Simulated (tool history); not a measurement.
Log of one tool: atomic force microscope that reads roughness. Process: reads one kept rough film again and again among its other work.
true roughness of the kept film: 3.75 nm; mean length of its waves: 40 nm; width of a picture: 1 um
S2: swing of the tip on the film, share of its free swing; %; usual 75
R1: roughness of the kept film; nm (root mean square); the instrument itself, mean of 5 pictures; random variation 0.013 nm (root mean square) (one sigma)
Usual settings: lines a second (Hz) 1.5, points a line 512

Run 1, day 0: usual settings. Result: R1 3.203 nm (root mean square).
Run 2, day 1.958: usual settings. Result: R1 3.139 nm (root mean square).
Run 3, day 3.383: usual settings. Result: R1 3.052 nm (root mean square).
Run 4, day 5.396: usual settings. Result: R1 2.985 nm (root mean square).
Run 5, day 7.329: usual settings but lines a second (Hz) 1.39. Result: R1 2.914 nm (root mean square).
At day 9.817: new tip fitted.
Run 6, day 9.817: usual settings. Result: R1 3.208 nm (root mean square).
Run 7, day 12.508: usual settings but points a line 446. Result: R1 3.052 nm (root mean square).
Run 8, day 14.979: usual settings. Result: R1 2.996 nm (root mean square).
Run 9, day 16.192: usual settings. Result: R1 2.929 nm (root mean square).
Run 10, day 17.708: usual settings but S2 68 %, points a line 947. Result: R1 2.984 nm (root mean square).
At day 19.721: new tip fitted.
Run 11, day 20.146: usual settings but S2 68 %, points a line 947. Result: R1 3.296 nm (root mean square).
Run 12, day 22.667: usual settings but S2 68 %, points a line 947. Result: R1 3.156 nm (root mean square).
Run 13, day 23.912: usual settings but S2 81 %, points a line 847. Result: R1 2.96 nm (root mean square).
Run 14, day 25.317: usual settings but S2 82 %, points a line 487. Result: R1 2.854 nm (root mean square).
Run 15, day 27.438: usual settings but S2 82 %, points a line 487. Result: R1 2.765 nm (root mean square).
Run 16, day 29.171: usual settings but lines a second (Hz) 1.82, S2 67 %. Result: R1 2.878 nm (root mean square).

The next listed run, before its measurement:
At day 29.588: new tip fitted.
Run 17, day 30.508: usual settings but lines a second (Hz) 1.82, S2 67 %. Result: R1 ?.

R1: 3.229 nm (root mean square)
Without the tool's hidden state the same run would have given R1 3.279 nm (root mean square).
